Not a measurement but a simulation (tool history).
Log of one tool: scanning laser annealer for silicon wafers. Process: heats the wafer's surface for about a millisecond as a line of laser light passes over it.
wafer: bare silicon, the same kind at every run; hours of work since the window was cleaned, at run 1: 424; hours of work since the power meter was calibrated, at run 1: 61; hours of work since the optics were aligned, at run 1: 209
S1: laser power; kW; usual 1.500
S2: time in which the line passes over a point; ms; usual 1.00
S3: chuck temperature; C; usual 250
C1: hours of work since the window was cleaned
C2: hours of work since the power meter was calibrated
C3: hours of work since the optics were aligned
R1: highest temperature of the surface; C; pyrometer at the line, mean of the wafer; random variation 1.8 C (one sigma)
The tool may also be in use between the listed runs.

run    day     S1    S2   S3   C1   C2   C3    R1
  1  0.000  1.500  1.00  250  424   61  209  1051
  2  0.383  1.500  1.00  266  429   66  215  1067
  3  0.846  1.500  1.00  266  436   73  221  1068
  4  1.238  1.500  1.00  250  441   78  227  1049
  5  1.804  1.500  1.00  250  450   87  235  1050
  6  2.321  1.642  1.00  250  457   94  242  1120
  7  2.842  1.642  1.00  250  465  101  250  1122
  8  3.338  1.642  1.00  250  472  109  257  1120
  9  3.750  1.642  1.00  250  478  115  263  1124
 10  4.433  1.642  1.00  250  487  124  273  1122
 11  5.008  1.642  1.00  250  496  133  281  1120
 12  5.696  1.642  1.00  250  506  143  291  1119
 13  6.154  1.642  1.00  250  512  149  298  1121
 14  6.879  1.492  1.00  240  523  160  308  1034
 15  7.704  1.344  0.81  247  535  172  320   888
 16  8.267  1.344  0.81  247  543  180  328   886
 17  8.658  1.344  0.81  247  548  185  334   890
 18  9.450  1.500  1.12  250  560  197  345  1098
 19  9.808  1.560  1.20  250  565  202  350  1165

Forecast run 20:
 20  10.625  1.510  1.08  289  577  214  362   ?

R1: 1123 C
Without the tool's hidden state the same run would have given R1 1145 C.
